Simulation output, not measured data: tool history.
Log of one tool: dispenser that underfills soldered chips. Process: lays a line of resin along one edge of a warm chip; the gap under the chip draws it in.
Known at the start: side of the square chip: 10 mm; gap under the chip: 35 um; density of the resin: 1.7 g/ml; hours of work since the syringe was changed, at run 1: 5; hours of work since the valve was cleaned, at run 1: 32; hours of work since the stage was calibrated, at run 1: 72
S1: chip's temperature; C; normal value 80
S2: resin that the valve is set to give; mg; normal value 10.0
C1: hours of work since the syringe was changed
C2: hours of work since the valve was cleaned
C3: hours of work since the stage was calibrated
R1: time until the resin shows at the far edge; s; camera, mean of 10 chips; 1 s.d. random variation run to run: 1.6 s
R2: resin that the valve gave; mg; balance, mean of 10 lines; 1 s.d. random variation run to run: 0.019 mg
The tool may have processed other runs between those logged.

Run 1, day 0.000: usual settings; C1 5; C2 32; C3 72. Result: R1 188.7 s, R2 9.74 mg.
Run 2, day 0.096: usual settings; C1 7; C2 34; C3 74. Result: R1 198.1 s, R2 9.73 mg.
At day 0.171: new syringe of resin.
Run 3, day 0.225: usual settings; C1 1; C2 36; C3 76. Result: R1 158.2 s, R2 9.71 mg.
Run 4, day 0.383: usual settings; C1 4; C2 39; C3 79. Result: R1 177.7 s, R2 9.72 mg.
Run 5, day 0.475: usual settings; C1 6; C2 40; C3 80. Result: R1 183.6 s, R2 9.66 mg.
Run 6, day 0.575: usual settings; C1 8; C2 42; C3 82. Result: R1 196.6 s, R2 9.68 mg.
At day 0.638: new syringe of resin.
Run 7, day 0.704: usual settings; C1 1; C2 44; C3 84. Result: R1 160.4 s, R2 9.67 mg.
At day 0.812: dispensing valve cleaned and set on the balance.
Run 8, day 0.900: usual settings; C1 4; C2 2; C3 87. Result: R1 176.7 s, R2 9.98 mg.
Run 9, day 1.012: usual settings; C1 6; C2 4; C3 89. Result: R1 189.6 s, R2 9.95 mg.
At day 1.150: new syringe of resin.
Run 10, day 1.162: usual settings; C1 0; C2 6; C3 92. Result: R1 160.5 s, R2 9.95 mg.
Run 11, day 1.262: usual settings; C1 2; C2 8; C3 94. Result: R1 168.4 s, R2 9.92 mg.
Run 12, day 1.462: usual settings but S2 10.2 mg; C1 6; C2 12; C3 98. Result: R1 189.3 s, R2 10.09 mg.
At day 1.617: new syringe of resin.
Run 13, day 1.675: usual settings but S2 10.2 mg; C1 1; C2 16; C3 101. Result: R1 160.6 s, R2 10.06 mg.
Run 14, day 1.767: usual settings but S2 10.2 mg; C1 3; C2 17; C3 103. Result: R1 172.6 s, R2 10.07 mg.
Run 15, day 1.975: usual settings but S2 10.2 mg; C1 7; C2 21; C3 107. Result: R1 195.6 s, R2 10.04 mg.
At day 2.067: new syringe of resin.
Run 16, day 2.104: usual settings but S1 92 C, S2 9.7 mg; C1 1; C2 23; C3 109. Result: R1 94.2 s, R2 9.51 mg.
Run 17, day 2.292: usual settings but S1 83 C, S2 9.6 mg; C1 4; C2 27; C3 113. Result: R1 155.3 s, R2 9.40 mg.
Run 18, day 2.488: usual settings but S1 83 C, S2 9.6 mg; C1 8; C2 30; C3 116. Result: R1 175.5 s, R2 9.35 mg.
At day 2.521: new syringe of resin.
Run 19, day 2.717: usual settings but S1 83 C, S2 12.5 mg; C1 4; C2 34; C3 120. Result: R1 155.0 s, R2 12.15 mg.

What if the next run were any one of these 4? Each begins from the tool's condition after run 19:
Run A, day 2.875: usual settings but S1 77 C, S2 12.5 mg; C1 7; C2 37; C3 123. Result: R1 ?, R2 ?.
Run B, day 2.875: usual settings but S1 82 C, S2 12.2 mg; C1 7; C2 37; C3 123. Result: R1 ?, R2 ?.
Run C, day 2.875: usual settings but S1 73 C, S2 9.7 mg; C1 7; C2 37; C3 123. Result: R1 ?, R2 ?.
Run D, day 2.875: usual settings but S1 85 C, S2 8.5 mg; C1 7; C2 37; C3 123. Result: R1 ?, R2 ?.

run     R1     R2
  A  217.5  12.12
  B  177.0  11.83
  C  259.7   9.40
  D  161.2   8.24
Had the tool no hidden state, the same runs would have come out as:
run     R1     R2
  A  181.4  12.50
  B  147.4  12.20
  C  216.1   9.70
  D  133.4   8.50
